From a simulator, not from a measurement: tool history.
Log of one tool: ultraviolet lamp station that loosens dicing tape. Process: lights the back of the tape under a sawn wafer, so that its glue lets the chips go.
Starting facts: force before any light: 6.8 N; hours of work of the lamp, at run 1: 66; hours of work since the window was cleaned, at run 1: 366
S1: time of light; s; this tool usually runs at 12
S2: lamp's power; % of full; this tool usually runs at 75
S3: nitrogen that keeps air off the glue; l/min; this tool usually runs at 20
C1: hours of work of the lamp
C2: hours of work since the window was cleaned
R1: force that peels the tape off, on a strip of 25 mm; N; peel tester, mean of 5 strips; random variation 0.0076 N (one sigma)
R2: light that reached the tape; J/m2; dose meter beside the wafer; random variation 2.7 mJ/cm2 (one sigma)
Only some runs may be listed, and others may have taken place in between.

| run | hour | S1 | S2 | S3 | C1 | C2 | R1 | R2 |
|---|---|---|---|---|---|---|---|---|
| 1 | 0.0 | 12 | 75 | 20 | 66 | 366 | 0.309 | 3370 |
| 2 | 9.4 | 12 | 75 | 6 | 70 | 370 | 0.754 | 3310 |
| 3 | 16.2 | 12 | 75 | 22 | 73 | 372 | 0.293 | 3300 |
| 4 | 23.4 | 12 | 75 | 22 | 76 | 375 | 0.293 | 3320 |
| 5 | 28.1 | 6 | 75 | 20 | 78 | 377 | 1.287 | 1650 |
| 6 | 34.3 | 12 | 75 | 20 | 80 | 380 | 0.319 | 3300 |
|  | 35.4 | window cleaned of glue's vapour |
| 7 | 40.0 | 12 | 75 | 20 | 82 | 2 | 0.328 | 3260 |
| 8 | 44.6 | 12 | 75 | 20 | 84 | 4 | 0.323 | 3310 |
| 9 | 54.5 | 12 | 75 | 20 | 88 | 8 | 0.324 | 3310 |
|  | 62.9 | window cleaned of glue's vapour, once more |
| 10 | 64.4 | 12 | 75 | 20 | 92 | 1 | 0.315 | 3400 |
| 11 | 69.8 | 12 | 75 | 20 | 94 | 3 | 0.297 | 3390 |
| 12 | 74.5 | 18 | 68 | 23 | 96 | 5 | 0.168 | 4590 |
| 13 | 80.7 | 7 | 77 | 9 | 99 | 7 | 1.391 | 2020 |
| 14 | 86.3 | 11 | 85 | 19 | 101 | 9 | 0.292 | 3550 |
| 15 | 97.1 | 11 | 84 | 19 | 105 | 14 | 0.303 | 3520 |
| 16 | 107.5 | 17 | 79 | 20 | 110 | 18 | 0.139 | 5000 |
| 17 | 117.8 | 9 | 73 | 20 | 114 | 22 | 0.629 | 2490 |
| 18 | 125.1 | 9 | 73 | 20 | 117 | 25 | 0.612 | 2430 |
| 19 | 130.6 | 9 | 73 | 20 | 119 | 27 | 0.635 | 2490 |
| 20 | 139.1 | 18 | 80 | 11 | 122 | 31 | 0.180 | 5360 |
| 21 | 147.2 | 18 | 80 | 11 | 126 | 34 | 0.182 | 5330 |

Same runs, no hidden state in the tool, same run-to-run variation:
The hidden state here: lamp's light, % of a new lamp's; light that the window lets through, % of a clean one's; drift of the gauge itself on peel_n, %; drift of the gauge itself on dose_mj_cm2, %.
| run | R1 | R2 |
|---|---|---|
| 1 | 0.276 | 3550 |
| 2 | 0.681 | 3490 |
| 3 | 0.261 | 3480 |
| 4 | 0.261 | 3500 |
| 5 | 1.178 | 1740 |
| 6 | 0.283 | 3490 |
| 7 | 0.289 | 3460 |
| 8 | 0.283 | 3520 |
| 9 | 0.283 | 3520 |
| 10 | 0.292 | 3530 |
| 11 | 0.274 | 3520 |
| 12 | 0.161 | 4760 |
| 13 | 1.312 | 2100 |
| 14 | 0.268 | 3690 |
| 15 | 0.278 | 3660 |
| 16 | 0.132 | 5220 |
| 17 | 0.574 | 2600 |
| 18 | 0.557 | 2540 |
| 19 | 0.577 | 2610 |
| 20 | 0.168 | 5610 |
| 21 | 0.169 | 5590 |

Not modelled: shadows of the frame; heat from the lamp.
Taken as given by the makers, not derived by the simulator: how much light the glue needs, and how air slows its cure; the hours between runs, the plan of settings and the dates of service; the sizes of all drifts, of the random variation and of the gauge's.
